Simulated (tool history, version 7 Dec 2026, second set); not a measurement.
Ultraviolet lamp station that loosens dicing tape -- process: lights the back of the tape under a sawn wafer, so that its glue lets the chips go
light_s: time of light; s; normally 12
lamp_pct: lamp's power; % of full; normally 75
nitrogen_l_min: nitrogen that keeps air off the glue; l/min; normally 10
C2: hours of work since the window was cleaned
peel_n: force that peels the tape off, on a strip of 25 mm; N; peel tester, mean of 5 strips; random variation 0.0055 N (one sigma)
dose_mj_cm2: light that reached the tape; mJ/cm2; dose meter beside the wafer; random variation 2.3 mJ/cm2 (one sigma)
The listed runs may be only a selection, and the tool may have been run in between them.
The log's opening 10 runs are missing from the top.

{"day": 28.792, "done": "window cleaned of glue's vapour, once more"}
{"run": 11, "day": 31.133, "light_s": 12, "lamp_pct": 75, "nitrogen_l_min": 15, "hours of work of the lamp": 596, "C2": 44, "peel_n": 0.143, "dose_mj_cm2": 181}
{"run": 12, "day": 34.029, "light_s": 12, "lamp_pct": 75, "nitrogen_l_min": 10, "hours of work of the lamp": 650, "C2": 98, "peel_n": 0.191, "dose_mj_cm2": 175}
{"run": 13, "day": 35.817, "light_s": 12, "lamp_pct": 75, "nitrogen_l_min": 10, "hours of work of the lamp": 683, "C2": 131, "peel_n": 0.191, "dose_mj_cm2": 171}
{"run": 14, "day": 38.362, "light_s": 12, "lamp_pct": 75, "nitrogen_l_min": 10, "hours of work of the lamp": 731, "C2": 179, "peel_n": 0.197, "dose_mj_cm2": 163}
{"run": 15, "day": 41.733, "light_s": 12, "lamp_pct": 75, "nitrogen_l_min": 10, "hours of work of the lamp": 794, "C2": 242, "peel_n": 0.209, "dose_mj_cm2": 163}
{"run": 16, "day": 45.212, "light_s": 12, "lamp_pct": 75, "nitrogen_l_min": 10, "hours of work of the lamp": 859, "C2": 307, "peel_n": 0.232, "dose_mj_cm2": 156}
{"run": 17, "day": 47.938, "light_s": 12, "lamp_pct": 75, "nitrogen_l_min": 10, "hours of work of the lamp": 910, "C2": 357, "peel_n": 0.232, "dose_mj_cm2": 153}
{"run": 18, "day": 50.596, "light_s": 17, "lamp_pct": 78, "nitrogen_l_min": 7, "hours of work of the lamp": 959, "C2": 407, "peel_n": 0.166, "dose_mj_cm2": 214}
{"run": 19, "day": 53.012, "light_s": 12, "lamp_pct": 78, "nitrogen_l_min": 7, "hours of work of the lamp": 1004, "C2": 452, "peel_n": 0.289, "dose_mj_cm2": 149}
{"run": 20, "day": 56.012, "light_s": 12, "lamp_pct": 78, "nitrogen_l_min": 18, "hours of work of the lamp": 1060, "C2": 508, "peel_n": 0.198, "dose_mj_cm2": 145}
{"run": 21, "day": 57.946, "light_s": 11, "lamp_pct": 87, "nitrogen_l_min": 6, "hours of work of the lamp": 1096, "C2": 544, "peel_n": 0.366, "dose_mj_cm2": 144}
{"run": 22, "day": 61.192, "light_s": 11, "lamp_pct": 87, "nitrogen_l_min": 6, "hours of work of the lamp": 1157, "C2": 605, "peel_n": 0.368, "dose_mj_cm2": 138}
{"day": 61.575, "done": "lamp changed"}
{"day": 61.596, "done": "window cleaned of glue's vapour"}
{"run": 23, "day": 62.862, "light_s": 8, "lamp_pct": 61, "nitrogen_l_min": 8, "hours of work of the lamp": 24, "C2": 24, "peel_n": 0.478, "dose_mj_cm2": 110}
{"run": 24, "day": 66.108, "light_s": 22, "lamp_pct": 63, "nitrogen_l_min": 5, "hours of work of the lamp": 84, "C2": 84, "peel_n": 0.129, "dose_mj_cm2": 302}

What will run 25 give?
{"run": 25, "day": 68.488, "light_s": 22, "lamp_pct": 63, "nitrogen_l_min": 5, "hours of work of the lamp": 129, "C2": 129, "peel_n": "?", "dose_mj_cm2": "?"}

For run 25 the tool returned peel_n 0.137 N, dose_mj_cm2 298 mJ/cm2.
On a tool with no hidden condition, and with the same random variation, this run would have come out at peel_n 0.131 N, dose_mj_cm2 321 mJ/cm2.
